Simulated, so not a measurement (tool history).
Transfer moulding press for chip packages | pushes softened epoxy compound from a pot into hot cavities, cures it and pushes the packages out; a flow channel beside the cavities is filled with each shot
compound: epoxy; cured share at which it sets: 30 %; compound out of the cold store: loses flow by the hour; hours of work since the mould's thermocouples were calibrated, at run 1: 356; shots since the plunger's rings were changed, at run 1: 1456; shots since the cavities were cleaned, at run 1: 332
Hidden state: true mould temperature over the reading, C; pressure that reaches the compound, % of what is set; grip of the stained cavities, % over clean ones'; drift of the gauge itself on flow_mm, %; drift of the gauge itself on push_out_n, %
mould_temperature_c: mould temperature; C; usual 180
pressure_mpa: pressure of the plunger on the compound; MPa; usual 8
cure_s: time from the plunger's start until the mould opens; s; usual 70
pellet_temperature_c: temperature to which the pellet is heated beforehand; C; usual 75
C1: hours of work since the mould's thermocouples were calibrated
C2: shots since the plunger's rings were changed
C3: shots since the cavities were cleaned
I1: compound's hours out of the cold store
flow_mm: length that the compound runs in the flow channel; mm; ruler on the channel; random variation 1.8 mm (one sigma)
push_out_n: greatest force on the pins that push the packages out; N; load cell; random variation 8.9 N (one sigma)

Run 1, hour 0: usual settings; C1 356; C2 1456; C3 332; I1 35.2. Result: flow_mm 756 mm, push_out_n 556 N.
At hour 6.4: mould's thermocouples calibrated.
At hour 64: cavities cleaned with cleaning compound and waxed.
Run 2, hour 64: usual settings; C1 26; C2 2056; C3 0; I1 30.6. Result: flow_mm 767 mm, push_out_n 880 N.
Run 3, hour 95: usual settings; C1 40; C2 2364; C3 308; I1 41.7. Result: flow_mm 710 mm, push_out_n 865 N.
Run 4, hour 150.9: usual settings; C1 65; C2 2917; C3 861; I1 27.9. Result: flow_mm 775 mm, push_out_n 930 N.
At hour 157.2: cavities cleaned with cleaning compound and waxed.
At hour 205.4: plunger's sealing rings changed.
Run 5, hour 212.8: usual settings; C1 92; C2 73; C3 527; I1 37.5. Result: flow_mm 756 mm, push_out_n 624 N.
At hour 235.7: cavities cleaned with cleaning compound and waxed, once more.
Run 6, hour 245.2: usual settings; C1 106; C2 379; C3 94; I1 12.8. Result: flow_mm 890 mm, push_out_n 507 N.
Run 7, hour 295.9: usual settings; C1 129; C2 882; C3 597; I1 36.8. Result: flow_mm 747 mm, push_out_n 681 N.
At hour 329.1: cavities cleaned with cleaning compound and waxed.
Run 8, hour 357.3: usual settings but cure_s 107 s; C1 156; C2 1476; C3 280; I1 19.2. Result: flow_mm 840 mm, push_out_n 454 N.
Run 9, hour 411.1: usual settings but cure_s 107 s; C1 181; C2 2008; C3 812; I1 29.1. Result: flow_mm 783 mm, push_out_n 642 N.
At hour 423.3: cavities cleaned with cleaning compound and waxed.
Run 10, hour 473.9: usual settings but cure_s 107 s; C1 208; C2 2616; C3 502; I1 38.2. Result: flow_mm 721 mm, push_out_n 560 N.
At hour 515.8: cavities cleaned with cleaning compound and waxed.
Run 11, hour 535.6: usual settings but cure_s 107 s; C1 236; C2 3213; C3 197; I1 41.9. Result: flow_mm 698 mm, push_out_n 422 N.
At hour 561.2: plunger's sealing rings changed.
Run 12, hour 598.5: usual settings but cure_s 107 s; C1 263; C2 370; C3 796; I1 30.8. Result: flow_mm 789 mm, push_out_n 647 N.
At hour 614.6: cavities cleaned with cleaning compound and waxed.
Run 13, hour 641.5: usual settings but cure_s 107 s; C1 282; C2 780; C3 266; I1 28.7. Result: flow_mm 801 mm, push_out_n 482 N.
At hour 708.3: cavities cleaned with cleaning compound and waxed.
Run 14, hour 708.3: usual settings but cure_s 53 s; C1 312; C2 1427; C3 0; I1 29.2. Result: flow_mm 785 mm, push_out_n 708 N.
Run 15, hour 758.5: usual settings but pressure_mpa 7.73 MPa; C1 335; C2 1925; C3 498; I1 42. Result: flow_mm 706 mm, push_out_n 626 N.
At hour 802.5: cavities cleaned with cleaning compound and waxed.
At hour 818.2: mould's thermocouples calibrated.
Run 16, hour 828: usual settings but mould_temperature_c 185 C, pressure_mpa 8.27 MPa, cure_s 89 s, pellet_temperature_c 72 C; C1 4; C2 2579; C3 233; I1 20.1. Result: flow_mm 815 mm, push_out_n 453 N.
Run 17, hour 878.7: usual settings but mould_temperature_c 173 C, pressure_mpa 9.74 MPa; C1 28; C2 3082; C3 736; I1 23.3. Result: flow_mm 903 mm, push_out_n 1111 N.
At hour 898.7: cavities cleaned with cleaning compound and waxed.
At hour 920.7: plunger's sealing rings changed.
Run 18, hour 945.8: usual settings but mould_temperature_c 173 C, pressure_mpa 9.74 MPa, cure_s 86 s; C1 56; C2 249; C3 442; I1 22.1. Result: flow_mm 953 mm, push_out_n 662 N.
Run 19, hour 978.4: usual settings but pressure_mpa 6.52 MPa, pellet_temperature_c 78 C; C1 71; C2 572; C3 765; I1 47.7. Result: flow_mm 635 mm, push_out_n 714 N.
At hour 993.7: cavities cleaned with cleaning compound and waxed.
Run 20, hour 1019.9: usual settings but mould_temperature_c 186 C, pressure_mpa 6.52 MPa, pellet_temperature_c 72 C; C1 89; C2 969; C3 261; I1 14.2. Result: flow_mm 775 mm, push_out_n 492 N.
Run 21, hour 1052: usual settings but mould_temperature_c 186 C, pressure_mpa 6.52 MPa, pellet_temperature_c 72 C; C1 104; C2 1286; C3 578; I1 44.2. Result: flow_mm 633 mm, push_out_n 621 N.
At hour 1089.2: cavities cleaned with cleaning compound and waxed.
Run 22, hour 1089.6: usual settings but mould_temperature_c 173 C, pressure_mpa 8.51 MPa, cure_s 65 s, pellet_temperature_c 78 C; C1 121; C2 1644; C3 4; I1 9.4. Result: flow_mm 953 mm, push_out_n 786 N.
Run 23, hour 1138.5: usual settings but mould_temperature_c 173 C, pressure_mpa 8.51 MPa, cure_s 65 s, pellet_temperature_c 78 C; C1 143; C2 2129; C3 489; I1 36. Result: flow_mm 793 mm, push_out_n 1057 N.
At hour 1182.9: cavities cleaned with cleaning compound and waxed.
Run 24, hour 1193.6: usual settings but pressure_mpa 9.66 MPa, cure_s 97 s, pellet_temperature_c 68 C; C1 167; C2 2660; C3 106; I1 36.4. Result: flow_mm 809 mm, push_out_n 397 N.
Run 25, hour 1239.1: usual settings but pressure_mpa 8.54 MPa; C1 188; C2 3111; C3 557; I1 33.8. Result: flow_mm 767 mm, push_out_n 672 N.
At hour 1272.8: plunger's sealing rings changed.
At hour 1280.4: cavities cleaned with cleaning compound and waxed.
Run 26, hour 1293.3: usual settings but pressure_mpa 8.54 MPa; C1 211; C2 189; C3 129; I1 28.1. Result: flow_mm 834 mm, push_out_n 476 N.
Run 27, hour 1347.7: usual settings but pressure_mpa 8.54 MPa; C1 236; C2 727; C3 667; I1 26.6. Result: flow_mm 831 mm, push_out_n 696 N.

Measured less the same run without the tool's hidden state. The same run-to-run variation is in both; the gauge's scatter may not be:
run  flow_mm  push_out_n
  1      -18        +156
  2      -26        +475
  3      -27        +481
  4      -35        +526
  5       -5        +240
  6      -10         +83
  7      -14        +281
  8      -23        +122
  9      -28        +289
 10      -34        +215
 11      -38         +94
 12       -5        +287
 13      -10        +132
 14      -16         +28
 15      -20        +240
 16      -33        +119
 17      -44        +496
 18       -3        +236
 19       -5        +315
 20      -11        +131
 21      -11        +251
 22      -22         +23
 23      -24        +408
 24      -31         +59
 25      -35        +266
 26       -5         +80
 27      -12        +291
